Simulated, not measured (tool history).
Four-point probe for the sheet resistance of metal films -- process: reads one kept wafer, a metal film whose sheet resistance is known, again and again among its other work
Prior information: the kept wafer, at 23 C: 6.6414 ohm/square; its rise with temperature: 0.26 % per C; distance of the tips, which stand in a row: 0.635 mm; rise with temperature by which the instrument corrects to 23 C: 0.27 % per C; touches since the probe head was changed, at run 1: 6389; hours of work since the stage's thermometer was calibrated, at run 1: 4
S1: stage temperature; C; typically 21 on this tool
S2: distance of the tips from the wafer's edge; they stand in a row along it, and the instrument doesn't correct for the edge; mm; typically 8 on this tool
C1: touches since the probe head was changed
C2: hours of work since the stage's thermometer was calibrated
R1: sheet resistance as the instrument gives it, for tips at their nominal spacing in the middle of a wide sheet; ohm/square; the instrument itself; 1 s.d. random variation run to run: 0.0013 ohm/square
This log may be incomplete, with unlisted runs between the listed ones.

{"run": 1, "day": 0.0, "S1": 21, "S2": 8, "C1": 6389, "C2": 4, "R1": 6.664794}
{"run": 2, "day": 1.008, "S1": 21, "S2": 3, "C1": 6671, "C2": 17, "R1": 6.798811}
{"run": 3, "day": 2.025, "S1": 21, "S2": 8, "C1": 6957, "C2": 30, "R1": 6.666552}
{"run": 4, "day": 3.012, "S1": 21, "S2": 8, "C1": 7235, "C2": 43, "R1": 6.661791}
{"run": 5, "day": 3.575, "S1": 20, "S2": 8, "C1": 7393, "C2": 50, "R1": 6.667154}
{"run": 6, "day": 4.075, "S1": 20, "S2": 3, "C1": 7533, "C2": 56, "R1": 6.798393}
{"run": 7, "day": 4.879, "S1": 22, "S2": 8, "C1": 7759, "C2": 66, "R1": 6.664903}
{"run": 8, "day": 5.733, "S1": 22, "S2": 8, "C1": 7999, "C2": 77, "R1": 6.663934}
{"run": 9, "day": 6.658, "S1": 25, "S2": 4, "C1": 8259, "C2": 89, "R1": 6.730871}
{"run": 10, "day": 7.088, "S1": 25, "S2": 4, "C1": 8379, "C2": 95, "R1": 6.727853}
{"run": 11, "day": 7.712, "S1": 18, "S2": 54, "C1": 8555, "C2": 103, "R1": 6.64266}
{"run": 12, "day": 8.471, "S1": 19, "S2": 21, "C1": 8768, "C2": 113, "R1": 6.648162}
{"run": 13, "day": 8.967, "S1": 18, "S2": 73, "C1": 8907, "C2": 119, "R1": 6.643909}
{"run": 14, "day": 9.675, "S1": 18, "S2": 73, "C1": 9106, "C2": 128, "R1": 6.646754}
{"run": 15, "day": 10.383, "S1": 26, "S2": 69, "C1": 9305, "C2": 137, "R1": 6.639867}

What if the next run were any one of these 5? Each begins from the tool's condition after run 15:
{"run": "A", "day": 11.225, "S1": 19, "S2": 15, "C1": 9542, "C2": 148, "R1": "?"}
{"run": "B", "day": 11.225, "S1": 25, "S2": 11, "C1": 9542, "C2": 148, "R1": "?"}
{"run": "C", "day": 11.225, "S1": 19, "S2": 8, "C1": 9542, "C2": 148, "R1": "?"}
{"run": "D", "day": 11.225, "S1": 24, "S2": 26, "C1": 9542, "C2": 148, "R1": "?"}
{"run": "E", "day": 11.225, "S1": 21, "S2": 12, "C1": 9542, "C2": 148, "R1": "?"}

run=A R1=6.651065
run=B R1=6.651223
run=C R1=6.665186
run=D R1=6.641892
run=E R1=6.653142
What these runs would have given with no unlogged condition in the tool:
run=A R1=6.651204
run=B R1=6.651363
run=C R1=6.665326
run=D R1=6.642031
run=E R1=6.653282

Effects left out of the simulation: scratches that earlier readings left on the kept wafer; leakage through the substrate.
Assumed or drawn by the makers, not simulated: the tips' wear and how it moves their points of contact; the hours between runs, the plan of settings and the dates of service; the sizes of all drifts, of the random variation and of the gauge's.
